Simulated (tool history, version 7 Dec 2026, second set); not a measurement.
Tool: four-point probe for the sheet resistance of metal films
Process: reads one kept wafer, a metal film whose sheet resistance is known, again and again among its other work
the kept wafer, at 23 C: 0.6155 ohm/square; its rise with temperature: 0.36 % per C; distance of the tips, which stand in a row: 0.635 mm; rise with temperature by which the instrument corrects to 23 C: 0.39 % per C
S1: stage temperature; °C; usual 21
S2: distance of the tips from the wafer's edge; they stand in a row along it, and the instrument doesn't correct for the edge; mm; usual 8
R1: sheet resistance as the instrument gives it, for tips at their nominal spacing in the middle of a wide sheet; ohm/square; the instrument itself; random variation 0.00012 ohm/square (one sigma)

run 1 hour=0.0 | S1=21 S2=8 | R1=0.619180
run 2 hour=20.8 | S1=21 S2=8 | R1=0.619339
run 3 hour=35.6 | S1=20 S2=8 | R1=0.619435
run 4 hour=54.3 | S1=21 S2=54 | R1=0.617442
run 5 hour=71.7 | S1=21 S2=8 | R1=0.619532
run 6 hour=88.8 | S1=21 S2=13 | R1=0.618322
run 7 hour=109.2 | S1=30 S2=8 | R1=0.618156
run 8 hour=125.4 | S1=30 S2=8 | R1=0.618501
run 9 hour=150.0 | S1=19 S2=8 | R1=0.620118
run 10 hour=168.5 | S1=21 S2=34 | R1=0.617624
run 11 hour=182.6 | S1=21 S2=8 | R1=0.619747
run 12 hour=194.0 | S1=21 S2=7 | R1=0.620588
run 13 hour=213.5 | S1=21 S2=43 | R1=0.617833
run 14 hour=232.9 | S1=21 S2=8 | R1=0.619868
run 15 hour=259.6 | S1=21 S2=8 | R1=0.620012
run 16 hour=275.0 | S1=23 S2=18 | R1=0.618005
run 17 hour=297.4 | S1=23 S2=18 | R1=0.618164
run 18 hour=316.4 | S1=21 S2=71 | R1=0.617995
run 19 hour=341.1 | S1=26 S2=22 | R1=0.617612
run 20 hour=355.8 | S1=32 S2=33 | R1=0.616313
run 21 hour=377.9 | S1=26 S2=16 | R1=0.618027
run 22 hour=402.0 | S1=31 S2=45 | R1=0.616881
run 23 hour=420.6 | S1=28 S2=5 | R1=0.622629
run 24 hour=436.4 | S1=28 S2=5 | R1=0.622559
run 25 hour=447.5 | S1=32 S2=8 | R1=0.618876
run 26 hour=463.1 | S1=33 S2=22 | R1=0.616774
run 27 hour=474.9 | S1=33 S2=22 | R1=0.616887
run 28 hour=500.2 | S1=33 S2=22 | R1=0.616976
run 29 hour=513.7 | S1=33 S2=22 | R1=0.617272
run 30 hour=535.9 | S1=33 S2=22 | R1=0.616973

4 ways to go on from here, each from the tool as it stands after run 30. What would each give?
run A hour=552.6 | S1=33 S2=7 | R1=?
run B hour=552.6 | S1=29 S2=69 | R1=?
run C hour=552.6 | S1=33 S2=5 | R1=?
run D hour=552.6 | S1=33 S2=11 | R1=?

run=A R1=0.619436
run=B R1=0.617430
run=C R1=0.622105
run=D R1=0.617881
Without the tool's hidden state the same runs would have given:
run=A R1=0.616712
run=B R1=0.614704
run=C R1=0.619370
run=D R1=0.615164
